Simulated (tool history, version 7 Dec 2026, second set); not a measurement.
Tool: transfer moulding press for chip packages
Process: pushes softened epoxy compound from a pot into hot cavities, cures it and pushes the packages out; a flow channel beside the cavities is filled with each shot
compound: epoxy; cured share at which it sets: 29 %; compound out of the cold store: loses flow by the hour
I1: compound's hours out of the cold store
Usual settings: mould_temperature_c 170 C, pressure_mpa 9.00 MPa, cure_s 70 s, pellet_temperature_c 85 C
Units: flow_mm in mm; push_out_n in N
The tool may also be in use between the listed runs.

run 1 hour=0.0 | mould_temperature_c=170 pressure_mpa=9.00 cure_s=70 pellet_temperature_c=85 | I1=40.8 | flow_mm=764 push_out_n=695
run 2 hour=8.1 | mould_temperature_c=170 pressure_mpa=9.00 cure_s=70 pellet_temperature_c=85 | I1=33.2 | flow_mm=819 push_out_n=803
run 3 hour=17.3 | mould_temperature_c=170 pressure_mpa=9.00 cure_s=70 pellet_temperature_c=85 | I1=33.2 | flow_mm=828 push_out_n=858
run 4 hour=27.8 | mould_temperature_c=170 pressure_mpa=9.00 cure_s=70 pellet_temperature_c=85 | I1=22.0 | flow_mm=879 push_out_n=959
run 5 hour=41.4 | mould_temperature_c=170 pressure_mpa=9.00 cure_s=70 pellet_temperature_c=85 | I1=38.2 | flow_mm=777 push_out_n=502
run 6 hour=54.7 | mould_temperature_c=170 pressure_mpa=7.62 cure_s=70 pellet_temperature_c=85 | I1=27.2 | flow_mm=773 push_out_n=700
run 7 hour=62.8 | mould_temperature_c=170 pressure_mpa=9.00 cure_s=70 pellet_temperature_c=85 | I1=13.8 | flow_mm=933 push_out_n=780
run 8 hour=77.6 | mould_temperature_c=170 pressure_mpa=9.00 cure_s=70 pellet_temperature_c=85 | I1=37.0 | flow_mm=753 push_out_n=801
run 9 hour=85.6 | mould_temperature_c=176 pressure_mpa=9.00 cure_s=70 pellet_temperature_c=85 | I1=9.0 | flow_mm=943 push_out_n=746
run 10 hour=95.2 | mould_temperature_c=176 pressure_mpa=9.00 cure_s=70 pellet_temperature_c=85 | I1=12.3 | flow_mm=934 push_out_n=826
run 11 hour=103.8 | mould_temperature_c=176 pressure_mpa=9.00 cure_s=70 pellet_temperature_c=85 | I1=23.1 | flow_mm=842 push_out_n=471
run 12 hour=111.5 | mould_temperature_c=176 pressure_mpa=9.00 cure_s=70 pellet_temperature_c=85 | I1=45.3 | flow_mm=722 push_out_n=532
run 13 hour=125.1 | mould_temperature_c=176 pressure_mpa=9.00 cure_s=70 pellet_temperature_c=85 | I1=11.0 | flow_mm=1009 push_out_n=640
run 14 hour=139.2 | mould_temperature_c=176 pressure_mpa=9.00 cure_s=70 pellet_temperature_c=85 | I1=43.5 | flow_mm=767 push_out_n=686
run 15 hour=145.9 | mould_temperature_c=163 pressure_mpa=8.24 cure_s=107 pellet_temperature_c=85 | I1=27.9 | flow_mm=863 push_out_n=692
run 16 hour=156.2 | mould_temperature_c=170 pressure_mpa=9.00 cure_s=71 pellet_temperature_c=85 | I1=17.8 | flow_mm=957 push_out_n=930
run 17 hour=168.0 | mould_temperature_c=170 pressure_mpa=9.00 cure_s=71 pellet_temperature_c=85 | I1=35.0 | flow_mm=828 push_out_n=570
run 18 hour=174.5 | mould_temperature_c=170 pressure_mpa=9.00 cure_s=71 pellet_temperature_c=85 | I1=42.7 | flow_mm=786 push_out_n=621
run 19 hour=185.8 | mould_temperature_c=169 pressure_mpa=9.00 cure_s=94 pellet_temperature_c=77 | I1=46.5 | flow_mm=759 push_out_n=586
run 20 hour=196.9 | mould_temperature_c=167 pressure_mpa=9.00 cure_s=85 pellet_temperature_c=86 | I1=27.6 | flow_mm=881 push_out_n=705
run 21 hour=204.2 | mould_temperature_c=167 pressure_mpa=9.00 cure_s=105 pellet_temperature_c=84 | I1=45.0 | flow_mm=767 push_out_n=673
run 22 hour=219.4 | mould_temperature_c=167 pressure_mpa=9.00 cure_s=105 pellet_temperature_c=84 | I1=44.8 | flow_mm=765 push_out_n=362
run 23 hour=234.4 | mould_temperature_c=172 pressure_mpa=9.00 cure_s=56 pellet_temperature_c=85 | I1=41.3 | flow_mm=785 push_out_n=946
run 24 hour=248.2 | mould_temperature_c=170 pressure_mpa=7.72 cure_s=70 pellet_temperature_c=80 | I1=47.9 | flow_mm=683 push_out_n=758
run 25 hour=254.7 | mould_temperature_c=167 pressure_mpa=7.55 cure_s=70 pellet_temperature_c=85 | I1=37.6 | flow_mm=727 push_out_n=919
run 26 hour=269.0 | mould_temperature_c=167 pressure_mpa=7.87 cure_s=70 pellet_temperature_c=79 | I1=43.9 | flow_mm=709 push_out_n=1012
run 27 hour=281.6 | mould_temperature_c=167 pressure_mpa=7.87 cure_s=70 pellet_temperature_c=79 | I1=47.7 | flow_mm=693 push_out_n=570
run 28 hour=288.8 | mould_temperature_c=170 pressure_mpa=9.07 cure_s=54 pellet_temperature_c=85 | I1=15.5 | flow_mm=932 push_out_n=1162

Not shown: 6 entries that the log had between the listed runs. Between which runs, and how does the tool's hidden state differ before and after?
Between runs 4 and 5: cavities cleaned with cleaning compound and waxed (hour 38.4)
  true mould temperature over the reading, C: 0.19 -> 0.21; pressure that reaches the compound, % of what is set: 88.99 -> 88.28; grip of the stained cavities, % over clean ones': 93 -> 11
  measured less the result without the state, flow_mm: -54 -> -51 mm; push_out_n: +460 -> +45 N
Between runs 10 and 11: cavities cleaned with cleaning compound and waxed (hour 97.7)
  true mould temperature over the reading, C: 0.28 -> 0.29; pressure that reaches the compound, % of what is set: 85.13 -> 84.73; grip of the stained cavities, % over clean ones': 99.9 -> 19.5
  measured less the result without the state, flow_mm: -78 -> -74 mm; push_out_n: +408 -> +75 N
Between runs 12 and 13: plunger's sealing rings changed (hour 116.8)
  true mould temperature over the reading, C: 0.3 -> 0.32; pressure that reaches the compound, % of what is set: 84.34 -> 99.03; grip of the stained cavities, % over clean ones': 39.9 -> 63.1
  measured less the result without the state, flow_mm: -64 -> -5 mm; push_out_n: +151 -> +242 N
Between runs 16 and 17: cavities cleaned with cleaning compound and waxed (hour 159.5)
  true mould temperature over the reading, C: 0.36 -> 0.37; pressure that reaches the compound, % of what is set: 97.2 -> 96.61; grip of the stained cavities, % over clean ones': 98.7 -> 28.9
  measured less the result without the state, flow_mm: -14 -> -15 mm; push_out_n: +451 -> +120 N
Between runs 21 and 22: cavities cleaned with cleaning compound and waxed (hour 219.4)
  true mould temperature over the reading, C: 0.42 -> 0.44; pressure that reaches the compound, % of what is set: 94.47 -> 93.69; grip of the stained cavities, % over clean ones': 90.7 -> 1.1
  measured less the result without the state, flow_mm: -23 -> -26 mm; push_out_n: +318 -> +3 N
Between runs 26 and 27: cavities cleaned with cleaning compound and waxed (hour 278.8)
  true mould temperature over the reading, C: 0.5 -> 0.52; pressure that reaches the compound, % of what is set: 90.72 -> 90.05; grip of the stained cavities, % over clean ones': 93.8 -> 10.3
  measured less the result without the state, flow_mm: -36 -> -37 mm; push_out_n: +471 -> +39 N
